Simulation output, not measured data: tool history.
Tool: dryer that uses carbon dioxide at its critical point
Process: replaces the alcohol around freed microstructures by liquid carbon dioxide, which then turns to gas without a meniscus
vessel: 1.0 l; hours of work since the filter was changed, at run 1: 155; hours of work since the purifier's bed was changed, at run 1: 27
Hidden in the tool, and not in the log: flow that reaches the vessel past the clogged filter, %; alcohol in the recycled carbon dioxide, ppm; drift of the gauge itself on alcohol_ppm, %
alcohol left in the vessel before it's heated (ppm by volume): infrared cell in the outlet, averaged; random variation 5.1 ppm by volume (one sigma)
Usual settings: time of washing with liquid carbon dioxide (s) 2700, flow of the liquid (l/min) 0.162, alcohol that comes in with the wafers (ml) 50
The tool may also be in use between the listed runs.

run   hour  time of washing with liquid carbon dioxide (s)  flow of the liquid (l/min)  alcohol that comes in with the wafers (ml)  hours of work since the filter was changed  hours of work since the purifier's bed was changed  alcohol left in the vessel before it's heated (ppm by volume)
  1    0.0                                            2700                       0.162                                          50                                         155                                                  27                                                             78
  2   12.0                                            2700                       0.162                                          50                                         159                                                  31                                                             92
  3   26.1                                            2700                       0.162                                          50                                         165                                                  37                                                             89
  4   36.2                                            2700                       0.162                                          50                                         168                                                  41                                                             87
  5   45.5                                            2700                       0.162                                          50                                         172                                                  44                                                             85
  6   57.2                                            2700                       0.162                                          50                                         176                                                  48                                                             86
  7   68.6                                            2700                       0.162                                          50                                         180                                                  53                                                             93
  8   79.4                                            2700                       0.162                                          50                                         184                                                  57                                                             82
  9   92.4                                            2700                       0.162                                          50                                         189                                                  62                                                             80
 10  104.1                                            2700                       0.162                                          50                                         194                                                  66                                                             98
 11  115.3                                            2700                       0.162                                          50                                         198                                                  70                                                             98
 12  125.6                                            2700                       0.162                                          36                                         202                                                  74                                                             72
 13  134.5                                            3660                       0.162                                          50                                         205                                                  77                                                             29
 14  145.7                                            3240                       0.239                                          54                                         209                                                  81                                                             19
 15  159.7                                            1800                       0.252                                         110                                         214                                                  87                                                            148
 16  171.3                                            2700                       0.162                                          89                                         219                                                  91                                                            161
 17  182.9                                            4080                       0.194                                          55                                         223                                                  95                                                             22
 18  198.5                                            3480                       0.247                                          75                                         229                                                 101                                                             20
 19  210.2                                            2700                       0.162                                          45                                         233                                                 106                                                             96
 20  226.2                                            1980                       0.162                                         119                                         239                                                 112                                                           1108
 21  240.3                                            3480                       0.140                                         119                                         245                                                 117                                                            132
 22  254.3                                            3480                       0.140                                         119                                         250                                                 122                                                            130
 23  262.4                                            3120                       0.162                                          72                                         253                                                 125                                                             58
 24  273.1                                            3120                       0.162                                          72                                         257                                                 129                                                             67
 25  288.3                                            1680                       0.162                                          50                                         263                                                 135                                                            966

Forecast each of these 4 alternatives for the next run:
  A  297.1                                            2820                       0.147                                          84                                         266                                                 138                                                              ?
  B  297.1                                            3060                       0.224                                          50                                         266                                                 138                                                              ?
  C  297.1                                            1680                       0.238                                          63                                         266                                                 138                                                              ?
  D  297.1                                            2700                       0.152                                          45                                         266                                                 138                                                              ?

run  alcohol left in the vessel before it's heated (ppm by volume)
  A                                                            235
  B                                                             24
  C                                                            198
  D                                                            154
Without the tool's hidden state the same runs would have given:
run  alcohol left in the vessel before it's heated (ppm by volume)
  A                                                            144
  B                                                              0
  C                                                            118
  D                                                             92
